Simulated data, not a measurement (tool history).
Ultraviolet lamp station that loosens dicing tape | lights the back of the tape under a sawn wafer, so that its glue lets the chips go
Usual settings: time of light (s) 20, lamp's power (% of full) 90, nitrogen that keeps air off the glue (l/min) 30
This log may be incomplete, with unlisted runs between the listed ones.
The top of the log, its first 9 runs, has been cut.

| run | hour | time of light (s) | lamp's power (% of full) | nitrogen that keeps air off the glue (l/min) | hours of work of the lamp | hours of work since the window was cleaned | force that peels the tape off (N) | light that reached the tape (mJ/cm²) |
|---|---|---|---|---|---|---|---|---|
| 10 | 169 | 20 | 90 | 30 | 433 | 222 | 0.417 | 411 |
| 11 | 191 | 20 | 90 | 15 | 446 | 235 | 0.724 | 409 |
| 12 | 215 | 20 | 90 | 30 | 461 | 249 | 0.413 | 404 |
| 13 | 236.1 | 20 | 90 | 33 | 474 | 262 | 0.393 | 407 |
| 14 | 259.9 | 20 | 90 | 33 | 488 | 276 | 0.369 | 405 |
| 15 | 279.2 | 20 | 90 | 33 | 499 | 288 | 0.399 | 402 |
| 16 | 300.4 | 20 | 90 | 33 | 512 | 300 | 0.404 | 402 |
| 17 | 321.4 | 20 | 76 | 30 | 525 | 313 | 0.584 | 339 |
| 18 | 341.5 | 20 | 90 | 30 | 537 | 325 | 0.436 | 399 |
| 19 | 363.9 | 20 | 90 | 30 | 550 | 338 | 0.441 | 396 |
| 20 | 375.8 | 20 | 90 | 14 | 557 | 346 | 0.801 | 398 |
| 21 | 388.5 | 20 | 90 | 14 | 565 | 353 | 0.806 | 395 |
| 22 | 405 | 21 | 88 | 53 | 575 | 363 | 0.314 | 403 |
|  | 424.4 | window cleaned of glue's vapour |
| 23 | 430.9 | 32 | 68 | 18 | 590 | 4 | 0.432 | 499 |
| 24 | 451 | 32 | 68 | 18 | 602 | 16 | 0.419 | 493 |
| 25 | 465.8 | 34 | 87 | 42 | 611 | 25 | 0.264 | 673 |
| 26 | 484.8 | 13 | 86 | 28 | 622 | 36 | 1.113 | 251 |

Expected results for the next run?
| 27 | 499.9 | 13 | 86 | 28 | 631 | 45 | ? | ? |

{"run 27": {"force that peels the tape off (N)": 1.145, "light that reached the tape (mJ/cm²)": 252}}
On a tool with no hidden condition, and with the same random variation, this run would have come out at force that peels the tape off (N) 0.878, light that reached the tape (mJ/cm²) 288.
